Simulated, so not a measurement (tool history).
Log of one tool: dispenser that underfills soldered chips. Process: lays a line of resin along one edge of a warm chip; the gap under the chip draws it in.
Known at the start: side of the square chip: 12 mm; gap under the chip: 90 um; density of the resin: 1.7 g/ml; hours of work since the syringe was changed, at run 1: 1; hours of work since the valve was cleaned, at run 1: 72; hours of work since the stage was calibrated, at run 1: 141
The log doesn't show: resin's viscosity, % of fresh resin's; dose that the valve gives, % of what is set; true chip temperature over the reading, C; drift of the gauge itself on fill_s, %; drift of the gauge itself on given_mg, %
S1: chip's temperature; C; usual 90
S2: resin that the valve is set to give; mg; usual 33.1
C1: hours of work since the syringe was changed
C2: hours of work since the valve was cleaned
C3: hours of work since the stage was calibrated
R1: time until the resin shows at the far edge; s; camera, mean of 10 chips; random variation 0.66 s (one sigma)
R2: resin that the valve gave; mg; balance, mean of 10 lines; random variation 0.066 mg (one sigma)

| run | day | S1 | S2 | C1 | C2 | C3 | R1 | R2 |
|---|---|---|---|---|---|---|---|---|
| 1 | 0 | 90 | 33.1 | 1 | 72 | 141 | 64 | 32.2 |
| 2 | 0.258 | 90 | 33.1 | 5 | 77 | 146 | 84.7 | 32.09 |
|  | 0.579 | new syringe of resin |
| 3 | 0.625 | 90 | 33.1 | 1 | 83 | 152 | 62.9 | 32.04 |
| 4 | 0.988 | 90 | 33.1 | 7 | 90 | 159 | 93.7 | 32.04 |
|  | 1.196 | new syringe of resin |
| 5 | 1.258 | 90 | 33.1 | 1 | 95 | 164 | 64.2 | 31.89 |
| 6 | 1.488 | 90 | 31 | 5 | 99 | 168 | 82.9 | 29.79 |
| 7 | 1.721 | 90 | 31 | 10 | 103 | 172 | 108 | 29.79 |
|  | 1.833 | new syringe of resin |
| 8 | 2.075 | 90 | 31 | 4 | 109 | 178 | 80.9 | 29.73 |
| 9 | 2.396 | 98 | 33.1 | 10 | 115 | 184 | 77.7 | 31.74 |
|  | 2.475 | new syringe of resin |
| 10 | 2.621 | 98 | 39.3 | 3 | 119 | 188 | 46.6 | 37.59 |
|  | 3.004 | dispensing valve cleaned and set on the balance |
| 11 | 3.021 | 92 | 40.7 | 9 | 0 | 195 | 92.4 | 40.78 |
|  | 3.133 | new syringe of resin |
| 12 | 3.288 | 92 | 40.7 | 3 | 5 | 199 | 64.1 | 40.95 |
| 13 | 3.567 | 92 | 40.7 | 8 | 10 | 205 | 84.8 | 40.7 |
|  | 3.775 | new syringe of resin |
| 14 | 3.875 | 81 | 41.4 | 2 | 16 | 210 | 102.1 | 41.28 |
| 15 | 4.321 | 81 | 41.4 | 10 | 24 | 218 | 167.1 | 41.24 |
|  | 4.396 | new syringe of resin |
| 16 | 4.625 | 90 | 34 | 4 | 29 | 224 | 76.7 | 33.63 |

Run 17 comes next. What will it give?
| 17 | 4.9 | 92 | 38.2 | 9 | 34 | 229 | ? | ? |

Run 17 gave R1 92.2 s, R2 37.82 mg.
Without the tool's hidden state the same run would have given R1 52.3 s, R2 38.16 mg.
